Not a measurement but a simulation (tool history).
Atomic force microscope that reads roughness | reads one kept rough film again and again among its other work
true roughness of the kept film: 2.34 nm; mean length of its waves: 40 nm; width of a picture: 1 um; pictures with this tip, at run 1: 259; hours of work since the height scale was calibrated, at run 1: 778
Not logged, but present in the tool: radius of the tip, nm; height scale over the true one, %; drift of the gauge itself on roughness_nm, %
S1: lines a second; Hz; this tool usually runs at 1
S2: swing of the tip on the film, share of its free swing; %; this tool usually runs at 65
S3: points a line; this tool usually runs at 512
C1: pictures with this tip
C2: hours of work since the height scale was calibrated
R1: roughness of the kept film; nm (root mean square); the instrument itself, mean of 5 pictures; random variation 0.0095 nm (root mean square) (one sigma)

| run | hour | S1 | S2 | S3 | C1 | C2 | R1 |
|---|---|---|---|---|---|---|---|
| 1 | 0 | 1 | 65 | 512 | 259 | 778 | 2.013 |
| 2 | 28.1 | 1 | 65 | 512 | 298 | 790 | 2.015 |
|  | 47 | new tip fitted |
| 3 | 47.3 | 1 | 65 | 512 | 1 | 798 | 2.122 |
| 4 | 66.7 | 1 | 65 | 512 | 28 | 807 | 2.124 |
| 5 | 100.7 | 1 | 65 | 512 | 76 | 821 | 2.078 |
| 6 | 144.5 | 1 | 81 | 512 | 137 | 840 | 1.967 |
| 7 | 188.9 | 1 | 81 | 512 | 200 | 859 | 1.933 |
| 8 | 233.3 | 1 | 81 | 512 | 262 | 878 | 1.91 |
| 9 | 272.6 | 1 | 68 | 512 | 317 | 895 | 1.984 |
|  | 277 | new tip fitted |
| 10 | 296.7 | 1 | 65 | 512 | 27 | 906 | 2.103 |
| 11 | 334.4 | 1 | 65 | 512 | 80 | 922 | 2.095 |
| 12 | 363.7 | 1 | 65 | 512 | 122 | 934 | 2.059 |
| 13 | 392.3 | 1 | 65 | 512 | 162 | 947 | 2.054 |
| 14 | 434 | 1 | 65 | 512 | 220 | 965 | 2.03 |
| 15 | 468.7 | 1.36 | 65 | 512 | 269 | 980 | 1.98 |
| 16 | 493.2 | 1 | 65 | 512 | 303 | 990 | 1.993 |
|  | 506.8 | new tip fitted |
| 17 | 518.3 | 1 | 65 | 512 | 16 | 1001 | 2.102 |
| 18 | 554.3 | 1 | 65 | 512 | 67 | 1016 | 2.082 |
| 19 | 581.3 | 1 | 65 | 799 | 105 | 1028 | 2.082 |
| 20 | 613.8 | 1 | 65 | 799 | 150 | 1042 | 2.056 |
| 21 | 644.7 | 1 | 65 | 512 | 194 | 1055 | 2.052 |
| 22 | 677.7 | 1 | 65 | 512 | 240 | 1070 | 2.032 |
| 23 | 700.8 | 0.64 | 65 | 305 | 273 | 1080 | 2.031 |
|  | 737.3 | new tip fitted |
| 24 | 743.2 | 1 | 65 | 646 | 8 | 1098 | 2.095 |
| 25 | 783.2 | 1 | 76 | 850 | 65 | 1115 | 2.029 |
| 26 | 801.8 | 2.34 | 77 | 308 | 91 | 1123 | 1.812 |
| 27 | 827.7 | 2.34 | 77 | 308 | 127 | 1134 | 1.795 |
|  | 831.9 | height scale calibrated on a step standard |
| 28 | 863.1 | 2.34 | 77 | 308 | 176 | 13 | 1.771 |
| 29 | 895.5 | 3.4 | 61 | 308 | 221 | 27 | 1.895 |
| 30 | 929.5 | 3.4 | 61 | 308 | 269 | 42 | 1.855 |
| 31 | 958.7 | 3.4 | 77 | 278 | 310 | 55 | 1.59 |
|  | 967.6 | new tip fitted |
| 32 | 1002.4 | 1.13 | 65 | 312 | 49 | 73 | 2.047 |
|  | 1026.5 | height scale calibrated on a step standard, once more |
| 33 | 1042.7 | 1.13 | 65 | 635 | 104 | 7 | 2.115 |
| 34 | 1073.6 | 3.11 | 88 | 682 | 147 | 20 | 1.523 |
| 35 | 1111.3 | 3.11 | 78 | 747 | 200 | 37 | 1.715 |
| 36 | 1140.7 | 3.11 | 78 | 747 | 241 | 49 | 1.698 |
| 37 | 1178.2 | 3.11 | 78 | 747 | 294 | 65 | 1.686 |
|  | 1199.6 | new tip fitted |
| 38 | 1203 | 0.61 | 59 | 263 | 5 | 76 | 2.192 |
| 39 | 1227 | 0.88 | 68 | 292 | 39 | 86 | 2.133 |
| 40 | 1268.8 | 1.84 | 71 | 512 | 98 | 104 | 1.982 |
| 41 | 1302.5 | 1.84 | 73 | 512 | 145 | 119 | 1.946 |
| 42 | 1321.2 | 0.67 | 79 | 421 | 171 | 127 | 2.066 |
| 43 | 1354.1 | 0.67 | 79 | 421 | 218 | 141 | 2.032 |
| 44 | 1376.8 | 1 | 83 | 501 | 249 | 151 | 1.918 |

Selected run-to-run steps in R1, each split into two signed amounts: the part the tool would show with no hidden state at all (from settings, incoming material and random variation), and the remainder, which goes to the hidden state together with any gauge scatter not common to the measured and the hidden-state-free results:
Run 2 -> 3: new tip fitted. R1 +0.107 nm (root mean square): hidden state +0.11, all else -0.003.
Run 9 -> 10: S2 68 -> 65, new tip fitted. R1 +0.119 nm (root mean square): hidden state +0.111, all else +0.008.
Run 16 -> 17: new tip fitted. R1 +0.109 nm (root mean square): hidden state +0.109, all else +0.
Run 31 -> 32: S1 3.4 -> 1.13, S2 77 -> 65, S3 278 -> 312, new tip fitted. R1 +0.457 nm (root mean square): hidden state +0.064, all else +0.393.
Run 33 -> 34: S1 1.13 -> 3.11, S2 65 -> 88, S3 635 -> 682. R1 -0.592 nm (root mean square): hidden state +0, all else -0.592.
Run 37 -> 38: S1 3.11 -> 0.61, S2 78 -> 59, S3 747 -> 263, new tip fitted. R1 +0.506 nm (root mean square): hidden state +0.09, all else +0.416.

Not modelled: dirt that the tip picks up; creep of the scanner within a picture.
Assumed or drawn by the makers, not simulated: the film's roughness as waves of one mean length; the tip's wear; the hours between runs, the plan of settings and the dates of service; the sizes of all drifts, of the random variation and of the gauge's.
